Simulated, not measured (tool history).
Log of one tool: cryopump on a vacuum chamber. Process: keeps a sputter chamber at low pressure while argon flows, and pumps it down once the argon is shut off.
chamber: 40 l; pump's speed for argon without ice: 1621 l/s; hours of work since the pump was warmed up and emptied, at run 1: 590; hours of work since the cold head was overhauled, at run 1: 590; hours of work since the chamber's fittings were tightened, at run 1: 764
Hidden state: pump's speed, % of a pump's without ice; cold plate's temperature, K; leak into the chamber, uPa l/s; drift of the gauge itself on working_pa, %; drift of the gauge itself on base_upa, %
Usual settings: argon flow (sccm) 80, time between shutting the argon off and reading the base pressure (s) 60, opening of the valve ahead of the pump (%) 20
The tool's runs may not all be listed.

| run | hour | argon flow (sccm) | time between shutting the argon off and reading the base pressure (s) | opening of the valve ahead of the pump (%) | hours of work since the pump was warmed up and emptied | hours of work since the cold head was overhauled | hours of work since the chamber's fittings were tightened | pressure while argon flows (Pa) | pressure after the wait (uPa) |
|---|---|---|---|---|---|---|---|---|---|
| 1 | 0 | 80 | 60 | 20 | 590 | 590 | 764 | 0.4307 | 2.53 |
| 2 | 22.8 | 80 | 60 | 21 | 607 | 607 | 781 | 0.4128 | 2.48 |
| 3 | 47.1 | 80 | 60 | 21 | 625 | 625 | 799 | 0.4123 | 2.64 |
| 4 | 84.3 | 80 | 60 | 21 | 653 | 653 | 827 | 0.4125 | 2.66 |
| 5 | 114.5 | 80 | 60 | 21 | 676 | 676 | 850 | 0.4141 | 2.68 |
| 6 | 141.2 | 80 | 60 | 21 | 696 | 696 | 870 | 0.4135 | 2.79 |
| 7 | 170.9 | 80 | 60 | 21 | 718 | 718 | 892 | 0.4157 | 2.81 |
| 8 | 194.4 | 80 | 21 | 20 | 736 | 736 | 910 | 0.4366 | 4.51 |
| 9 | 231.9 | 80 | 21 | 20 | 764 | 764 | 938 | 0.4377 | 4.5 |
| 10 | 251.9 | 80 | 21 | 20 | 779 | 779 | 953 | 0.4375 | 4.57 |
| 11 | 276.2 | 80 | 21 | 20 | 797 | 797 | 971 | 0.4371 | 4.66 |
| 12 | 316.7 | 80 | 21 | 20 | 827 | 827 | 1001 | 0.4352 | 4.73 |
|  | 342.9 | pump warmed up, emptied and cooled again |
| 13 | 348 | 80 | 60 | 20 | 4 | 847 | 1021 | 0.4177 | 2.7 |
| 14 | 380.3 | 80 | 60 | 20 | 28 | 871 | 1045 | 0.4212 | 2.82 |
| 15 | 409.5 | 80 | 60 | 20 | 50 | 893 | 1067 | 0.4195 | 2.82 |
| 16 | 435.1 | 77 | 60 | 20 | 69 | 912 | 1086 | 0.4063 | 2.86 |
| 17 | 472.6 | 77 | 60 | 20 | 97 | 940 | 1114 | 0.4055 | 2.95 |
| 18 | 503.3 | 101 | 27 | 20 | 120 | 963 | 1137 | 0.5278 | 3.94 |
| 19 | 532.8 | 39 | 36 | 28 | 142 | 986 | 1159 | 0.1472 | 3.58 |
| 20 | 570.2 | 141 | 175 | 39 | 170 | 1014 | 1188 | 0.3884 | 2.5 |
| 21 | 598.5 | 141 | 175 | 39 | 191 | 1035 | 1209 | 0.3868 | 2.47 |
| 22 | 631.9 | 141 | 175 | 39 | 216 | 1060 | 1234 | 0.3881 | 2.55 |
| 23 | 656.2 | 80 | 112 | 16 | 235 | 1078 | 1252 | 0.5237 | 2.7 |
| 24 | 675.6 | 80 | 112 | 16 | 249 | 1092 | 1266 | 0.5278 | 2.81 |
| 25 | 695.7 | 80 | 22 | 27 | 264 | 1108 | 1282 | 0.3175 | 4.82 |
| 26 | 729.6 | 72 | 39 | 27 | 290 | 1133 | 1307 | 0.284 | 3.79 |
| 27 | 748.7 | 142 | 203 | 25 | 304 | 1147 | 1321 | 0.6027 | 2.69 |
| 28 | 782.9 | 142 | 203 | 25 | 330 | 1173 | 1347 | 0.6075 | 2.69 |
| 29 | 803.6 | 86 | 143 | 27 | 345 | 1188 | 1362 | 0.3413 | 3 |
| 30 | 838.3 | 86 | 143 | 27 | 371 | 1214 | 1388 | 0.3425 | 3.02 |
|  | 849.2 | leaking fittings of the chamber tightened, without venting |
| 31 | 869.1 | 86 | 143 | 27 | 393 | 1236 | 15 | 0.3405 | 0.69 |
| 32 | 896 | 86 | 143 | 27 | 413 | 1256 | 35 | 0.3427 | 0.66 |
| 33 | 921 | 86 | 143 | 27 | 432 | 1275 | 54 | 0.3456 | 0.65 |

The same runs without the tool's hidden state, with the same run-to-run variation:
| run | pressure while argon flows (Pa) | pressure after the wait (uPa) |
|---|---|---|
| 1 | 0.4164 | 1.07 |
| 2 | 0.398 | 1.03 |
| 3 | 0.3971 | 1.08 |
| 4 | 0.3965 | 1.06 |
| 5 | 0.3975 | 1.06 |
| 6 | 0.3964 | 1.06 |
| 7 | 0.3979 | 1.05 |
| 8 | 0.4183 | 2.7 |
| 9 | 0.4187 | 2.67 |
| 10 | 0.4179 | 2.67 |
| 11 | 0.4171 | 2.71 |
| 12 | 0.4144 | 2.71 |
| 13 | 0.4166 | 1.07 |
| 14 | 0.4196 | 1.1 |
| 15 | 0.4174 | 1.06 |
| 16 | 0.4039 | 1.08 |
| 17 | 0.4026 | 1.09 |
| 18 | 0.5235 | 2.09 |
| 19 | 0.1453 | 1.66 |
| 20 | 0.3803 | 0.53 |
| 21 | 0.3779 | 0.5 |
| 22 | 0.3782 | 0.49 |
| 23 | 0.5178 | 0.64 |
| 24 | 0.5215 | 0.65 |
| 25 | 0.3109 | 2.6 |
| 26 | 0.2775 | 1.54 |
| 27 | 0.5895 | 0.42 |
| 28 | 0.5932 | 0.42 |
| 29 | 0.3322 | 0.56 |
| 30 | 0.3327 | 0.57 |
| 31 | 0.3303 | 0.62 |
| 32 | 0.3319 | 0.55 |
| 33 | 0.3342 | 0.52 |
